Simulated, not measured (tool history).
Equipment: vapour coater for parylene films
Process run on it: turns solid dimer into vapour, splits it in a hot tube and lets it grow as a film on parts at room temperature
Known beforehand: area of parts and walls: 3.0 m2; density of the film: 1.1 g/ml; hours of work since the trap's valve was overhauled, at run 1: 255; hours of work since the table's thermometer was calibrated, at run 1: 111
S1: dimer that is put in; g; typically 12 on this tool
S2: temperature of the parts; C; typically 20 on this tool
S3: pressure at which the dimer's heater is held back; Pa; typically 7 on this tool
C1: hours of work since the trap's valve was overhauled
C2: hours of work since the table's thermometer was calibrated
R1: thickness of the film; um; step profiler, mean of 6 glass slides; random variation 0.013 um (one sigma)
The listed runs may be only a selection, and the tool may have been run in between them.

| run | day | S1 | S2 | S3 | C1 | C2 | R1 |
|---|---|---|---|---|---|---|---|
| 1 | 0 | 12 | 20 | 7 | 255 | 111 | 1.57 |
| 2 | 1.396 | 12 | 20 | 7 | 278 | 134 | 1.58 |
| 3 | 2.542 | 12 | 20 | 6.04 | 296 | 152 | 1.62 |
| 4 | 4.692 | 12 | 20 | 7 | 331 | 187 | 1.55 |
| 5 | 6.233 | 12 | 20 | 7 | 356 | 212 | 1.57 |
| 6 | 8.117 | 12 | 20 | 2.78 | 386 | 242 | 1.91 |
| 7 | 10.279 | 12 | 20 | 2.78 | 421 | 277 | 1.91 |
| 8 | 12.346 | 12 | 20 | 2.78 | 455 | 311 | 1.89 |
|  | 13.171 | trap's valve overhauled |
| 9 | 13.696 | 12 | 20 | 2.78 | 9 | 330 | 2.12 |
| 10 | 15.217 | 12 | 20 | 7 | 33 | 354 | 1.64 |
| 11 | 16.758 | 12 | 20 | 7 | 58 | 379 | 1.63 |
| 12 | 18.683 | 12 | 20 | 7 | 89 | 410 | 1.66 |
| 13 | 20.258 | 12 | 20 | 7 | 114 | 436 | 1.64 |
| 14 | 21.579 | 12 | 20 | 7 | 136 | 457 | 1.6 |
| 15 | 23.025 | 12 | 20 | 11.51 | 159 | 480 | 1.42 |
| 16 | 24.379 | 12 | 20 | 11.51 | 181 | 502 | 1.43 |
| 17 | 25.779 | 12 | 20 | 11.51 | 204 | 525 | 1.4 |
| 18 | 27.371 | 12 | 20 | 11.51 | 229 | 551 | 1.41 |
| 19 | 29.425 | 12 | 20 | 11.51 | 263 | 584 | 1.39 |
| 20 | 30.708 | 12 | 20 | 11.51 | 283 | 605 | 1.36 |
| 21 | 31.762 | 12 | 20 | 7 | 300 | 622 | 1.56 |
| 22 | 32.762 | 12 | 20 | 7 | 316 | 638 | 1.55 |
| 23 | 34.588 | 12 | 15 | 8.5 | 346 | 667 | 1.61 |
| 24 | 35.7 | 12 | 15 | 8.5 | 364 | 685 | 1.62 |
| 25 | 37.396 | 14 | 14 | 10.58 | 391 | 713 | 1.82 |
| 26 | 39.221 | 13 | 20 | 7 | 421 | 742 | 1.65 |
| 27 | 40.475 | 7 | 20 | 3.57 | 441 | 762 | 1.04 |
|  | 42.096 | trap's valve overhauled |
| 28 | 42.579 | 8 | 18 | 2.98 | 8 | 794 | 1.41 |
| 29 | 44.45 | 17 | 30 | 3.1 | 38 | 824 | 2.32 |
| 30 | 45.479 | 17 | 30 | 3.1 | 55 | 840 | 2.32 |
| 31 | 47.367 | 17 | 30 | 3.1 | 85 | 871 | 2.32 |
| 32 | 48.6 | 19 | 23 | 2.15 | 105 | 891 | 3.21 |
| 33 | 49.954 | 7 | 15 | 7 | 127 | 913 | 1.04 |
| 34 | 51.396 | 12 | 20 | 4.11 | 150 | 936 | 1.85 |
| 35 | 53.225 | 12 | 20 | 4.11 | 180 | 965 | 1.83 |
| 36 | 54.267 | 12 | 22 | 5.41 | 197 | 982 | 1.65 |
| 37 | 56.054 | 13 | 20 | 6.08 | 225 | 1011 | 1.79 |
| 38 | 58.225 | 13 | 20 | 6.08 | 261 | 1046 | 1.75 |
| 39 | 60.246 | 8 | 32 | 11.77 | 293 | 1079 | 0.73 |
| 40 | 61.838 | 13 | 17 | 2.41 | 319 | 1105 | 2.33 |
| 41 | 63.829 | 6 | 18 | 3.24 | 351 | 1137 | 0.98 |
| 42 | 65.467 | 6 | 13 | 3.24 | 377 | 1163 | 1.06 |
| 43 | 66.888 | 15 | 20 | 7 | 400 | 1186 | 1.89 |
| 44 | 69.071 | 15 | 20 | 7 | 436 | 1221 | 1.86 |

The logged runs with the hidden state left out (each run's random variation unchanged):
The tool's hidden condition here consists of: vapour lost through the trap's worn valve, %; true temperature of the parts over the reading, C; drift of the gauge itself on film_um, %.
| run | R1 |
|---|---|
| 1 | 1.68 |
| 2 | 1.71 |
| 3 | 1.76 |
| 4 | 1.7 |
| 5 | 1.72 |
| 6 | 2.12 |
| 7 | 2.15 |
| 8 | 2.13 |
| 9 | 2.15 |
| 10 | 1.68 |
| 11 | 1.68 |
| 12 | 1.72 |
| 13 | 1.71 |
| 14 | 1.68 |
| 15 | 1.5 |
| 16 | 1.52 |
| 17 | 1.49 |
| 18 | 1.51 |
| 19 | 1.51 |
| 20 | 1.48 |
| 21 | 1.7 |
| 22 | 1.7 |
| 23 | 1.79 |
| 24 | 1.8 |
| 25 | 2.04 |
| 26 | 1.86 |
| 27 | 1.18 |
| 28 | 1.43 |
| 29 | 2.36 |
| 30 | 2.38 |
| 31 | 2.4 |
| 32 | 3.34 |
| 33 | 1.09 |
| 34 | 1.94 |
| 35 | 1.94 |
| 36 | 1.75 |
| 37 | 1.91 |
| 38 | 1.89 |
| 39 | 0.79 |
| 40 | 2.55 |
| 41 | 1.08 |
| 42 | 1.18 |
| 43 | 2.12 |
| 44 | 2.1 |

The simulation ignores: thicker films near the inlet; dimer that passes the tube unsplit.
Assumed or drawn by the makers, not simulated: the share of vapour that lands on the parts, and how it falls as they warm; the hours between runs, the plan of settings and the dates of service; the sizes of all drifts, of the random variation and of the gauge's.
